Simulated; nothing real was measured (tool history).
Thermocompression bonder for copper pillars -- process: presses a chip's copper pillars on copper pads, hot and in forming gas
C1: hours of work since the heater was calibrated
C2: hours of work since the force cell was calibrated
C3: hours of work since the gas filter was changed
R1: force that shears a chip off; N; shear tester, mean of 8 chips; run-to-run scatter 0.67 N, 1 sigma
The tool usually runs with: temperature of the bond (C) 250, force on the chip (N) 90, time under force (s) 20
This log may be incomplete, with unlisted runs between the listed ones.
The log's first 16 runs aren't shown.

At hour 988.8: heater calibrated with a thermocouple chip.
Run 17, hour 1060.5: usual settings; C1 46; C2 130; C3 309. Result: R1 41.2 N.
Run 18, hour 1121.8: usual settings; C1 85; C2 169; C3 348. Result: R1 40.4 N.
At hour 1139.6: forming gas filter changed.
Run 19, hour 1200.6: usual settings; C1 135; C2 219; C3 39. Result: R1 42.3 N.
Run 20, hour 1291.9: usual settings but temperature of the bond (C) 260; C1 194; C2 278; C3 97. Result: R1 46.1 N.
Run 21, hour 1351.1: usual settings but force on the chip (N) 118; C1 231; C2 316; C3 135. Result: R1 54.6 N.
At hour 1377.9: heater calibrated with a thermocouple chip, once more.
Run 22, hour 1417.6: usual settings but force on the chip (N) 123, time under force (s) 33; C1 25; C2 357; C3 177. Result: R1 70.6 N.
Run 23, hour 1460.8: usual settings but force on the chip (N) 123, time under force (s) 26; C1 53; C2 384; C3 204. Result: R1 64.2 N.
Run 24, hour 1554.4: usual settings but temperature of the bond (C) 242; C1 113; C2 444; C3 264. Result: R1 38.9 N.
Run 25, hour 1639.1: usual settings but temperature of the bond (C) 265, force on the chip (N) 63, time under force (s) 15; C1 167; C2 499; C3 318. Result: R1 29.3 N.
At hour 1708.5: forming gas filter changed.
Run 26, hour 1717.9: usual settings but temperature of the bond (C) 246, force on the chip (N) 63, time under force (s) 15; C1 217; C2 549; C3 6. Result: R1 24.6 N.
Run 27, hour 1799.0: usual settings but temperature of the bond (C) 249, force on the chip (N) 68; C1 269; C2 601; C3 58. Result: R1 31.2 N.
Run 28, hour 1873.8: usual settings but temperature of the bond (C) 249, force on the chip (N) 68; C1 317; C2 648; C3 106. Result: R1 30.3 N.
Run 29, hour 1974.3: usual settings but temperature of the bond (C) 249, force on the chip (N) 68; C1 381; C2 713; C3 170. Result: R1 29.5 N.
Run 30, hour 2068.1: usual settings but temperature of the bond (C) 249, force on the chip (N) 68; C1 441; C2 773; C3 230. Result: R1 28.9 N.
Run 31, hour 2130.4: usual settings but temperature of the bond (C) 230; C1 481; C2 813; C3 270. Result: R1 33.0 N.
Run 32, hour 2171.2: usual settings but force on the chip (N) 94, time under force (s) 37; C1 507; C2 839; C3 296. Result: R1 55.3 N.
Run 33, hour 2260.6: usual settings but temperature of the bond (C) 256, time under force (s) 26; C1 564; C2 896; C3 353. Result: R1 47.5 N.
At hour 2273.7: forming gas filter changed.
Run 34, hour 2316.8: usual settings but temperature of the bond (C) 253, force on the chip (N) 87; C1 600; C2 932; C3 28. Result: R1 40.1 N.
Run 35, hour 2406.8: usual settings but force on the chip (N) 113, time under force (s) 16; C1 658; C2 989; C3 85. Result: R1 47.6 N.
Run 36, hour 2480.7: usual settings but force on the chip (N) 113, time under force (s) 16; C1 705; C2 1036; C3 132. Result: R1 47.5 N.
Run 37, hour 2563.9: usual settings but force on the chip (N) 113, time under force (s) 16; C1 758; C2 1090; C3 186. Result: R1 47.1 N.
Run 38, hour 2618.5: usual settings but time under force (s) 11; C1 793; C2 1125; C3 221. Result: R1 31.6 N.
Run 39, hour 2682.1: usual settings but temperature of the bond (C) 255, force on the chip (N) 56, time under force (s) 16; C1 834; C2 1165; C3 261. Result: R1 21.3 N.

3 ways to go on from here, each from the tool as it stands after run 39. What would each give?
Run A, hour 2774.6: usual settings but temperature of the bond (C) 275; C1 893; C2 1224; C3 320. Result: R1 ?.
Run B, hour 2774.6: usual settings but temperature of the bond (C) 279; C1 893; C2 1224; C3 320. Result: R1 ?.
Run C, hour 2774.6: usual settings but force on the chip (N) 66; C1 893; C2 1224; C3 320. Result: R1 ?.

run    R1
  A  51.4
  B  52.4
  C  27.1
Without the tool's hidden state the same runs would have given:
run    R1
  A  58.1
  B  58.9
  C  31.4
